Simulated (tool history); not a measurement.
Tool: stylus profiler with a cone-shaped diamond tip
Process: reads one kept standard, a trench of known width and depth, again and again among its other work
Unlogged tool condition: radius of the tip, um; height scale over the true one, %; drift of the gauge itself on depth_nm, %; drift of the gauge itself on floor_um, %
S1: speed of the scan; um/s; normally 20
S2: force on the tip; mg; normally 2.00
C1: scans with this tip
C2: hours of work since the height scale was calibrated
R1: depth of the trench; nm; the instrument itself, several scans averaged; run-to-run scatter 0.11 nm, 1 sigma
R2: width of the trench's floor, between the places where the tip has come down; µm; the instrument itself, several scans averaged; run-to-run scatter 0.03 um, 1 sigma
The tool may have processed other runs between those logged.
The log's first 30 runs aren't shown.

run     day  S1    S2    C1   C2      R1     R2
 31  41.479  14  3.07  7728   94  203.38  17.53
 32  42.467  14  3.07  7812  109  203.28  17.53
 33  43.608  32  2.39  7908  127  203.00  17.42
 34  44.421  32  2.39  7977  139  202.89  17.45
 35  45.550  12  2.64  8072  157  202.93  17.56
 36  46.854  12  2.64  8182  177  203.07  17.49
 37  48.479  30  2.41  8319  202  202.67  17.40
 38  49.646  30  2.41  8418  220  202.95  17.38
 39  50.446  52  3.34  8485  232  203.54  17.35
 40  51.429  52  3.34  8568  248  203.49  17.25

4 options for the next run, each taken on its own from the tool as it stands now. Forecast them:
  A  52.583  47  5.06  8666  266   ?   ?
  B  52.583  54  2.03  8666  266   ?   ?
  C  52.583   9  3.08  8666  266   ?   ?
  D  52.583  14  0.72  8666  266   ?   ?

run      R1     R2
  A  204.70  17.39
  B  202.58  17.23
  C  203.49  17.65
  D  201.42  17.44
Without the tool's hidden state the same runs would have given:
run      R1     R2
  A  204.52  17.84
  B  202.41  17.68
  C  203.31  18.10
  D  201.25  17.89
